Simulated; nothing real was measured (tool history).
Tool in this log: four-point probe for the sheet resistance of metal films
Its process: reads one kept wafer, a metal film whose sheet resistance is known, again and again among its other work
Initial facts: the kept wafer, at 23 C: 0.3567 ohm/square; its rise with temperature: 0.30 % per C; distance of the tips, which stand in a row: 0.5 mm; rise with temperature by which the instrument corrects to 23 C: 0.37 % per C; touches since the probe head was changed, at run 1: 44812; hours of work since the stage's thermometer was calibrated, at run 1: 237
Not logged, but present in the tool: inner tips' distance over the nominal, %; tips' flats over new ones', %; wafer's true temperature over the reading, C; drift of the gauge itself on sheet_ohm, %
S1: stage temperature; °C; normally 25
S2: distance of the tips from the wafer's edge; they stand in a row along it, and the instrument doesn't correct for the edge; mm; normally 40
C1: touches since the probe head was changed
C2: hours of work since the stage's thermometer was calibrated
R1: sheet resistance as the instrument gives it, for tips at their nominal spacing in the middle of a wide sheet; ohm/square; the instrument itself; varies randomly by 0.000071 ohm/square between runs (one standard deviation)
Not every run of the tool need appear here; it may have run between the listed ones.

run   hour  S1  S2     C1   C2        R1
  1    0.0  25  40  44812  237  0.352459
  2   14.5  25  40  45383  244  0.352556
  3   25.3  25  40  45809  249  0.352528
  4   35.8  25  40  46226  254  0.352432
  5   46.8  25  40  46660  260  0.352363
  6   57.1  20  40  47067  265  0.353612
  7   69.7  25  19  47563  271  0.352485
  8   83.6  25  19  48111  278  0.352353
  9   93.8  18  40  48515  283  0.353981
 10  102.7  25  12  48866  288  0.352416
 11  116.8  25  40  49423  295  0.352275
 12  129.8  25  40  49936  301  0.352100
 13  137.6  25  40  50246  305  0.352151
 14  145.0  22  24  50538  309  0.352794
     146.8  -- stage's thermometer calibrated
 15  158.1  34  13  51035    6  0.350292
 16  167.2  34  13  51393   10  0.350125

Forecast run 17:
 17  181.5  23  12  51957  17   ?

Logged for run 17: R1 0.352777 ohm/square.
Take away the tool's hidden state, keep the run-to-run variation as it was, and the same run would have given R1 0.357039 ohm/square.
